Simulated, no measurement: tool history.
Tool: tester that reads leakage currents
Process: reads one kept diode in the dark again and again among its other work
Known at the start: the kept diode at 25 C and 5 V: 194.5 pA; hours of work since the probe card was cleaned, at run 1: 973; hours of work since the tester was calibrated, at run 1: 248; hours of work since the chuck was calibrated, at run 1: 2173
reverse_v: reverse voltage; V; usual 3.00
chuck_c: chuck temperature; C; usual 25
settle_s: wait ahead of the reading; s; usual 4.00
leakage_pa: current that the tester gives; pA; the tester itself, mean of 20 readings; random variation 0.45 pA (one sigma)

run	hour	reverse_v	chuck_c	settle_s	hours of work since the probe card was cleaned	hours of work since the tester was calibrated	hours of work since the chuck was calibrated	leakage_pa
1	0.0	3.00	25	4.00	973	248	2173	134.85
2	104.5	3.00	25	4.00	1048	323	2249	134.51
3	195.7	3.00	25	4.00	1114	389	2315	134.48
4	240.7	3.00	53	4.00	1147	422	2347	998.07
# hour 290.3: probe card cleaned and baked
5	334.0	3.00	25	4.00	32	487	2413	128.81
# hour 412.3: chuck's temperature calibrated
6	427.8	3.00	25	4.00	98	554	11	150.70
7	519.3	3.00	25	4.00	164	620	78	150.26
8	617.6	3.00	29	4.00	236	692	149	204.03
9	668.0	3.00	29	4.00	272	728	185	204.04
10	738.6	3.00	29	4.00	323	779	236	203.49
11	838.2	3.00	29	4.00	396	851	309	202.52
12	894.3	3.00	29	4.00	436	892	349	202.57
13	943.4	3.00	29	4.00	472	928	385	202.56
14	1003.4	3.00	29	4.00	515	971	428	201.58
15	1080.0	3.00	29	4.00	571	1027	484	201.87
16	1190.7	3.00	29	4.00	651	1107	564	200.97
17	1239.5	3.00	29	4.00	686	1142	599	200.87
18	1349.0	3.00	59	1.41	766	1222	679	1605.38
19	1421.3	3.00	59	1.41	818	1274	731	1609.05
20	1518.4	3.00	59	1.41	889	1344	802	1599.30
21	1574.7	2.78	59	0.51	929	1385	842	1531.39
22	1684.7	2.78	59	0.51	1009	1465	922	1528.20
23	1759.8	2.78	59	0.51	1063	1519	977	1528.48
24	1821.8	2.99	48	6.34	1108	1564	1021	769.60
# hour 1925.1: probe card cleaned and baked
25	1925.1	2.99	48	6.34	0	1637	1094	756.93
26	1973.7	3.00	25	0.52	35	1672	1129	142.60
27	2035.6	2.75	25	0.40	80	1717	1174	136.00
28	2126.4	2.75	25	0.40	146	1783	1240	135.50
29	2193.5	9.16	43	2.59	194	1831	1289	940.99
30	2257.0	9.16	43	2.59	241	1877	1335	942.31
31	2309.5	9.16	43	5.71	279	1916	1373	947.02
32	2374.5	3.00	25	2.63	326	1963	1420	139.22
33	2418.9	1.74	31	0.64	358	1995	1452	167.76

Hidden state at the last listed run before each entry between runs and at the first one after, where it differs:
Between runs 4 and 5: probe card cleaned and baked (hour 290.3)
  stray current of the dirty probe card, pA a volt: 1.714 -> 0.069; current scale over the true one, %: 0.24 -> 0.29; true chuck temperature over the reading, C: -1.89 -> -1.95
  measured less the result without the state, leakage_pa: -124.30 -> -20.84 pA
Between runs 5 and 6: chuck's temperature calibrated (hour 412.3)
  stray current of the dirty probe card, pA a volt: 0.069 -> 0.183; current scale over the true one, %: 0.29 -> 0.34; true chuck temperature over the reading, C: -1.95 -> -0.05
  measured less the result without the state, leakage_pa: -20.84 -> +0.45 pA
Between runs 24 and 25: probe card cleaned and baked (hour 1925.1)
  stray current of the dirty probe card, pA a volt: 1.878 -> 0.024; current scale over the true one, %: 1.09 -> 1.14; true chuck temperature over the reading, C: -0.92 -> -0.98
  measured less the result without the state, leakage_pa: -34.92 -> -43.08 pA

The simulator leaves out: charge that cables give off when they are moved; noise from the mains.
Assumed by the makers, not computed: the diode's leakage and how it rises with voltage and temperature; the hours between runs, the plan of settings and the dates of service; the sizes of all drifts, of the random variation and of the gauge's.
